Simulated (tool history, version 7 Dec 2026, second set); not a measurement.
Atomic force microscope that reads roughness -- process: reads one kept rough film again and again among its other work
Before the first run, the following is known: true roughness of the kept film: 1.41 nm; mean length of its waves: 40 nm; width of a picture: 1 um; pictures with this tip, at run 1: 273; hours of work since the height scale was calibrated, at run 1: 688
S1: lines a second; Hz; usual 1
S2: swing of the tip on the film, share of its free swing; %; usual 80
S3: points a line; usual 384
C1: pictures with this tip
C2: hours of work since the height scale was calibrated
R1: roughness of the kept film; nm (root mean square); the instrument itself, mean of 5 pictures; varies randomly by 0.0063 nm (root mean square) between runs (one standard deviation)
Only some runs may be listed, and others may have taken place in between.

Run 1, hour 0: usual settings; C1 273; C2 688. Result: R1 1.139 nm (root mean square).
Run 2, hour 14.2: usual settings; C1 298; C2 696. Result: R1 1.139 nm (root mean square).
At hour 27.1: new tip fitted.
Run 3, hour 37.6: usual settings; C1 19; C2 711. Result: R1 1.228 nm (root mean square).
Run 4, hour 57.3: usual settings but S2 56 %; C1 53; C2 723. Result: R1 1.321 nm (root mean square).
Run 5, hour 83.5: usual settings; C1 99; C2 740. Result: R1 1.2 nm (root mean square).
Run 6, hour 111.6: usual settings but S2 75 %; C1 148; C2 757. Result: R1 1.218 nm (root mean square).
Run 7, hour 140: usual settings but S2 75 %; C1 198; C2 775. Result: R1 1.208 nm (root mean square).
Run 8, hour 161.5: usual settings but S2 84 %; C1 236; C2 789. Result: R1 1.142 nm (root mean square).
Run 9, hour 176.3: usual settings but S1 0.82 Hz; C1 262; C2 798. Result: R1 1.169 nm (root mean square).
Run 10, hour 201.6: usual settings but S1 0.82 Hz; C1 306; C2 814. Result: R1 1.16 nm (root mean square).
At hour 208.8: new tip fitted.
Run 11, hour 214: usual settings but S1 0.82 Hz; C1 9; C2 821. Result: R1 1.252 nm (root mean square).
Run 12, hour 236.8: usual settings but S1 0.82 Hz; C1 49; C2 836. Result: R1 1.23 nm (root mean square).
Run 13, hour 250.6: usual settings; C1 73; C2 844. Result: R1 1.211 nm (root mean square).
Run 14, hour 278.7: usual settings but S3 454; C1 122; C2 862. Result: R1 1.193 nm (root mean square).
Run 15, hour 306.8: usual settings but S3 454; C1 171; C2 880. Result: R1 1.177 nm (root mean square).
Run 16, hour 327.1: usual settings but S3 454; C1 207; C2 892. Result: R1 1.17 nm (root mean square).
Run 17, hour 339.5: usual settings but S1 0.62 Hz, S2 64 %, S3 399; C1 229; C2 900. Result: R1 1.253 nm (root mean square).
Run 18, hour 367.6: usual settings but S1 0.67 Hz, S2 72 %, S3 464; C1 278; C2 918. Result: R1 1.225 nm (root mean square).
At hour 392.1: new tip fitted.
Run 19, hour 395.8: usual settings but S1 0.68 Hz, S2 60 %, S3 464; C1 6; C2 935. Result: R1 1.334 nm (root mean square).
Run 20, hour 413.3: usual settings but S1 2.29 Hz, S2 59 %, S3 447; C1 37; C2 946. Result: R1 1.261 nm (root mean square).
Run 21, hour 430.6: usual settings but S1 1.03 Hz, S2 59 %, S3 576; C1 67; C2 957. Result: R1 1.297 nm (root mean square).
At hour 433.4: height scale calibrated on a step standard.
Run 22, hour 444.3: usual settings but S1 0.7 Hz, S2 63 %, S3 486; C1 90; C2 7. Result: R1 1.3 nm (root mean square).
Run 23, hour 461.3: usual settings but S2 76 %, S3 877; C1 119; C2 17. Result: R1 1.22 nm (root mean square).
Run 24, hour 483.6: usual settings but S1 1.34 Hz, S2 79 %, S3 503; C1 158; C2 32. Result: R1 1.154 nm (root mean square).
At hour 489.3: height scale calibrated on a step standard, once more.
Run 25, hour 499.9: usual settings but S1 1.7 Hz, S2 81 %; C1 185; C2 7. Result: R1 1.076 nm (root mean square).
Run 26, hour 518.3: usual settings but S2 72 %, S3 331; C1 217; C2 18. Result: R1 1.198 nm (root mean square).
Run 27, hour 539.1: usual settings but S2 89 %, S3 331; C1 254; C2 31. Result: R1 1.093 nm (root mean square).
Run 28, hour 555: usual settings but S1 2.14 Hz, S2 71 %, S3 778; C1 282; C2 41. Result: R1 1.101 nm (root mean square).
Run 29, hour 573.2: usual settings but S1 2.14 Hz, S2 71 %, S3 778; C1 314; C2 53. Result: R1 1.093 nm (root mean square).
At hour 576.1: new tip fitted.
Run 30, hour 588.6: usual settings but S1 2.14 Hz, S2 71 %, S3 778; C1 22; C2 62. Result: R1 1.178 nm (root mean square).
Run 31, hour 603: usual settings but S1 2.6 Hz, S3 469; C1 47; C2 71. Result: R1 1.034 nm (root mean square).

For each entry between runs, how does the tool's hidden state at the last listed run before it compare with that at the first listed run after it?
After run 2, before run 3: new tip fitted (hour 27.1)
  radius of the tip, nm: 30.6 -> 8.7; height scale over the true one, %: 0.39 -> 0.4
  measured minus no-state result, R1: -0.087 -> -0.002 nm (root mean square)
After run 10, before run 11: new tip fitted (hour 208.8)
  radius of the tip, nm: 31.3 -> 7.9
  measured minus no-state result, R1: -0.089 -> +0.002 nm (root mean square)
After run 18, before run 19: new tip fitted (hour 392.1)
  radius of the tip, nm: 30.1 -> 8.3; height scale over the true one, %: 0.53 -> 0.54
  measured minus no-state result, R1: -0.089 -> +0.002 nm (root mean square)
After run 21, before run 22: height scale calibrated on a step standard (hour 433.4)
  radius of the tip, nm: 13.2 -> 15; height scale over the true one, %: 0.56 -> 0.66
  measured minus no-state result, R1: -0.021 -> -0.026 nm (root mean square)
After run 24, before run 25: height scale calibrated on a step standard, once more (hour 489.3)
  radius of the tip, nm: 20.5 -> 22.5; height scale over the true one, %: 0.68 -> 0.08
  measured minus no-state result, R1: -0.045 -> -0.055 nm (root mean square)
After run 29, before run 30: new tip fitted (hour 576.1)
  radius of the tip, nm: 33.8 -> 8.9
  measured minus no-state result, R1: -0.098 -> -0.006 nm (root mean square)
